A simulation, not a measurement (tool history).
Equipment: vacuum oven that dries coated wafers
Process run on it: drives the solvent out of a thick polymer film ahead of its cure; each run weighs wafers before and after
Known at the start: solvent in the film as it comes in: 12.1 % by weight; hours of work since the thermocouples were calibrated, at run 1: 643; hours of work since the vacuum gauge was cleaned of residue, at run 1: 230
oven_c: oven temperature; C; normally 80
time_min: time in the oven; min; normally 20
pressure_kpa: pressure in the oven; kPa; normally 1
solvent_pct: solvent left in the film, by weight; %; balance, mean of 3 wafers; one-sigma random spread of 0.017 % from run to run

run,hour,oven_c,time_min,pressure_kpa,hours of work since the thermocouples were calibrated,hours of work since the vacuum gauge was cleaned of residue,solvent_pct
1,0,80,20,1,643,230,1.27
2,21.2,68,20,1,654,241,3.11
3,45.6,68,20,1,666,253,3.11
4,57,72,20,1,671,258,2.41
5,77.2,72,20,1,681,268,2.4
6,89.2,80,28,1,687,274,0.8
7,100.6,80,28,1,692,279,0.81
8,120.8,76,11,1,702,289,3.61
9,146.7,86,19,0.52,715,302,0.63
# hour 149.7: vacuum gauge cleaned of residue and calibrated
10,171.8,86,19,0.52,726,11,0.67
11,195.4,86,19,0.52,738,22,0.66
12,211.1,94,14,1.98,746,30,0.94
13,229.8,80,29,1,755,39,0.84

Branching from run 13: 4 alternative next runs. What would each branch give?
A,251.4,80,16,1,765,50,?
B,251.4,70,35,1,765,50,?
C,251.4,87,19,2.77,765,50,?
D,251.4,89,29,0.6,765,50,?

run,solvent_pct
A,1.82
B,1.51
C,1.41
D,0.29
Had the tool no hidden state, the same runs would have come out as:
run,solvent_pct
A,1.52
B,1.2
C,1.21
D,0.2

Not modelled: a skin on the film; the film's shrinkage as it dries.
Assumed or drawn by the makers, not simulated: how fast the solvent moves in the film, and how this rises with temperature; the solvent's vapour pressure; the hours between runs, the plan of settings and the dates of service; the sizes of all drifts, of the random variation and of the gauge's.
